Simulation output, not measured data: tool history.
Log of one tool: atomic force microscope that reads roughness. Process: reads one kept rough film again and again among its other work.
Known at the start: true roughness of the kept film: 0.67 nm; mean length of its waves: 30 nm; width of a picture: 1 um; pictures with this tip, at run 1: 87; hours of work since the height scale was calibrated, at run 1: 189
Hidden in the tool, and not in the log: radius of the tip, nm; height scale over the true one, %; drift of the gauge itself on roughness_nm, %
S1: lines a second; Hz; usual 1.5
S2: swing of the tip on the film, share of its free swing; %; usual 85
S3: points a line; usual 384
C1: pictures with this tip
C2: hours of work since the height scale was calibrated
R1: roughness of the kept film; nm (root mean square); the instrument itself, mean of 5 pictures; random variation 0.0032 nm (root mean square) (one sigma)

Run 1, day 0: usual settings; C1 87; C2 189. Result: R1 0.53 nm (root mean square).
Run 2, day 0.762: usual settings but S3 575; C1 123; C2 203. Result: R1 0.536 nm (root mean square).
Run 3, day 1.85: usual settings but S3 291; C1 173; C2 223. Result: R1 0.532 nm (root mean square).
At day 2.317: new tip fitted.
Run 4, day 2.8: usual settings but S2 70 %; C1 23; C2 241. Result: R1 0.588 nm (root mean square).
Run 5, day 3.583: usual settings but S1 2.3 Hz, S2 70 %; C1 60; C2 255. Result: R1 0.557 nm (root mean square).
Run 6, day 4.917: usual settings but S1 2.3 Hz, S2 70 %; C1 122; C2 280. Result: R1 0.558 nm (root mean square).
Run 7, day 5.8: usual settings but S1 2.3 Hz, S2 75 %; C1 163; C2 297. Result: R1 0.538 nm (root mean square).
Run 8, day 6.367: usual settings; C1 190; C2 308. Result: R1 0.526 nm (root mean square).
At day 6.483: new tip fitted.
Run 9, day 7.392: usual settings but S1 2.11 Hz; C1 43; C2 326. Result: R1 0.496 nm (root mean square).
Run 10, day 8.388: usual settings but S1 2.11 Hz; C1 89; C2 345. Result: R1 0.499 nm (root mean square).
Run 11, day 9.204: usual settings; C1 128; C2 360. Result: R1 0.53 nm (root mean square).
Run 12, day 10.508: usual settings; C1 189; C2 385. Result: R1 0.533 nm (root mean square).
At day 10.633: new tip fitted.
Run 13, day 11.092: usual settings; C1 21; C2 395. Result: R1 0.53 nm (root mean square).
Run 14, day 11.879: usual settings; C1 58; C2 410. Result: R1 0.539 nm (root mean square).
Run 15, day 12.658: usual settings; C1 94; C2 425. Result: R1 0.53 nm (root mean square).
Run 16, day 13.438: usual settings; C1 131; C2 439. Result: R1 0.535 nm (root mean square).
Run 17, day 14.688: usual settings but S2 89 %, S3 319; C1 189; C2 463. Result: R1 0.512 nm (root mean square).
At day 14.775: new tip fitted.
Run 18, day 15.308: usual settings but S2 89 %, S3 319; C1 24; C2 474. Result: R1 0.506 nm (root mean square).
Run 19, day 16.633: usual settings but S2 89 %, S3 319; C1 87; C2 499. Result: R1 0.512 nm (root mean square).
Run 20, day 17.65: usual settings but S1 1.24 Hz, S2 78 %; C1 134; C2 518. Result: R1 0.576 nm (root mean square).
Run 21, day 18.379: usual settings but S1 1.24 Hz, S2 78 %; C1 168; C2 532. Result: R1 0.572 nm (root mean square).
At day 18.929: new tip fitted.
Run 22, day 19.25: usual settings but S1 2.1 Hz; C1 15; C2 548. Result: R1 0.5 nm (root mean square).
Run 23, day 19.896: usual settings but S1 2.31 Hz; C1 45; C2 560. Result: R1 0.489 nm (root mean square).
Run 24, day 21.242: usual settings but S1 2.29 Hz, S2 71 %, S3 634; C1 108; C2 585. Result: R1 0.562 nm (root mean square).
Run 25, day 22.288: usual settings but S1 0.61 Hz, S2 73 %, S3 549; C1 157; C2 605. Result: R1 0.62 nm (root mean square).
At day 23.096: new tip fitted.
Run 26, day 23.517: usual settings but S2 73 %; C1 20; C2 627. Result: R1 0.581 nm (root mean square).
Run 27, day 24.617: usual settings but S2 63 %, S3 630; C1 71; C2 648. Result: R1 0.61 nm (root mean square).
Run 28, day 25.525: usual settings but S2 63 %, S3 630; C1 114; C2 665. Result: R1 0.611 nm (root mean square).
Run 29, day 26.762: usual settings but S2 63 %, S3 630; C1 172; C2 688. Result: R1 0.614 nm (root mean square).
At day 27.221: new tip fitted.
Run 30, day 28.004: usual settings but S2 63 %, S3 630; C1 37; C2 711. Result: R1 0.609 nm (root mean square).

5 ways to go on from here, each from the tool as it stands after run 30. What would each give?
Run A, day 28.808: usual settings but S2 66 %, S3 753; C1 75; C2 726. Result: R1 ?.
Run B, day 28.808: usual settings but S2 72 %, S3 630; C1 75; C2 726. Result: R1 ?.
Run C, day 28.808: usual settings but S1 1.18 Hz, S2 63 %, S3 355; C1 75; C2 726. Result: R1 ?.
Run D, day 28.808: usual settings but S1 2.52 Hz, S2 58 %, S3 501; C1 75; C2 726. Result: R1 ?.
Run E, day 28.808: usual settings but S3 348; C1 75; C2 726. Result: R1 ?.

run     R1
  A  0.599
  B  0.591
  C  0.608
  D  0.604
  E  0.533
Without the tool's hidden state the same runs would have given:
run     R1
  A  0.599
  B  0.591
  C  0.608
  D  0.604
  E  0.533
